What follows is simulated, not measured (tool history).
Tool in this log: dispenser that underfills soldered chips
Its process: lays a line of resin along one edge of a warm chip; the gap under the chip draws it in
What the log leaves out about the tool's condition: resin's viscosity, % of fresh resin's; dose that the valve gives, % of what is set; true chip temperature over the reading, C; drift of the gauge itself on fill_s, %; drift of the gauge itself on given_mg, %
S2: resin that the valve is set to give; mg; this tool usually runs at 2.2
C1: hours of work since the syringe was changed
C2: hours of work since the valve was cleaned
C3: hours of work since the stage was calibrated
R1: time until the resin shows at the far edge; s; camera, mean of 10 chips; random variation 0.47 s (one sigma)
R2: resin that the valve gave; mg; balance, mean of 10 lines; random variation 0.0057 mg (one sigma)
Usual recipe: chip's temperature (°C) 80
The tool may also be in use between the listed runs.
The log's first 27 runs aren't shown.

{"run": 28, "hour": 177.3, "chip's temperature (°C)": 80, "S2": 2.05, "C1": 9, "C2": 22, "C3": 247, "R1": 74.9, "R2": 2.023}
{"hour": 180.6, "done": "new syringe of resin"}
{"run": 29, "hour": 183.5, "chip's temperature (°C)": 80, "S2": 2.05, "C1": 2, "C2": 26, "C3": 251, "R1": 46.1, "R2": 2.026}
{"run": 30, "hour": 190.7, "chip's temperature (°C)": 73, "S2": 2.85, "C1": 7, "C2": 31, "C3": 256, "R1": 90.3, "R2": 2.808}
{"hour": 196.8, "done": "new syringe of resin"}
{"run": 31, "hour": 199.6, "chip's temperature (°C)": 73, "S2": 2.85, "C1": 2, "C2": 37, "C3": 262, "R1": 62.9, "R2": 2.8}
{"run": 32, "hour": 203.6, "chip's temperature (°C)": 68, "S2": 2.85, "C1": 5, "C2": 40, "C3": 265, "R1": 99.5, "R2": 2.805}
{"run": 33, "hour": 210.7, "chip's temperature (°C)": 71, "S2": 2.25, "C1": 10, "C2": 45, "C3": 270, "R1": 124.4, "R2": 2.2}
{"hour": 213.1, "done": "new syringe of resin"}
{"run": 34, "hour": 220.6, "chip's temperature (°C)": 93, "S2": 2.45, "C1": 5, "C2": 51, "C3": 277, "R1": 30.4, "R2": 2.385}
{"run": 35, "hour": 228.2, "chip's temperature (°C)": 78, "S2": 2.49, "C1": 11, "C2": 57, "C3": 282, "R1": 89.1, "R2": 2.425}

Consider 5 possible next runs. They are alternatives, not a sequence: every one starts from the tool as it was left by run 35. What does each give?
{"hour": 229.6, "done": "new syringe of resin"}
{"run": "A", "hour": 234.9, "chip's temperature (°C)": 68, "S2": 2.85, "C1": 4, "C2": 61, "C3": 286, "R1": "?", "R2": "?"}
{"hour": 229.6, "done": "new syringe of resin"}
{"run": "B", "hour": 234.9, "chip's temperature (°C)": 84, "S2": 2.86, "C1": 4, "C2": 61, "C3": 286, "R1": "?", "R2": "?"}
{"hour": 229.6, "done": "new syringe of resin"}
{"run": "C", "hour": 234.9, "chip's temperature (°C)": 80, "S2": 2.83, "C1": 4, "C2": 61, "C3": 286, "R1": "?", "R2": "?"}
{"hour": 229.6, "done": "new syringe of resin"}
{"run": "D", "hour": 234.9, "chip's temperature (°C)": 81, "S2": 2.67, "C1": 4, "C2": 61, "C3": 286, "R1": "?", "R2": "?"}
{"hour": 229.6, "done": "new syringe of resin"}
{"run": "E", "hour": 234.9, "chip's temperature (°C)": 78, "S2": 2.32, "C1": 4, "C2": 61, "C3": 286, "R1": "?", "R2": "?"}

run=A R1=91.4 R2=2.761
run=B R1=42.1 R2=2.77
run=C R1=50.6 R2=2.739
run=D R1=48 R2=2.597
run=E R1=55.6 R2=2.251
The same runs, with their run-to-run variation unchanged, on a tool lacking any hidden condition would have given:
run=A R1=65.1 R2=2.848
run=B R1=30.3 R2=2.857
run=C R1=36.6 R2=2.825
run=D R1=34.4 R2=2.678
run=E R1=39.6 R2=2.321
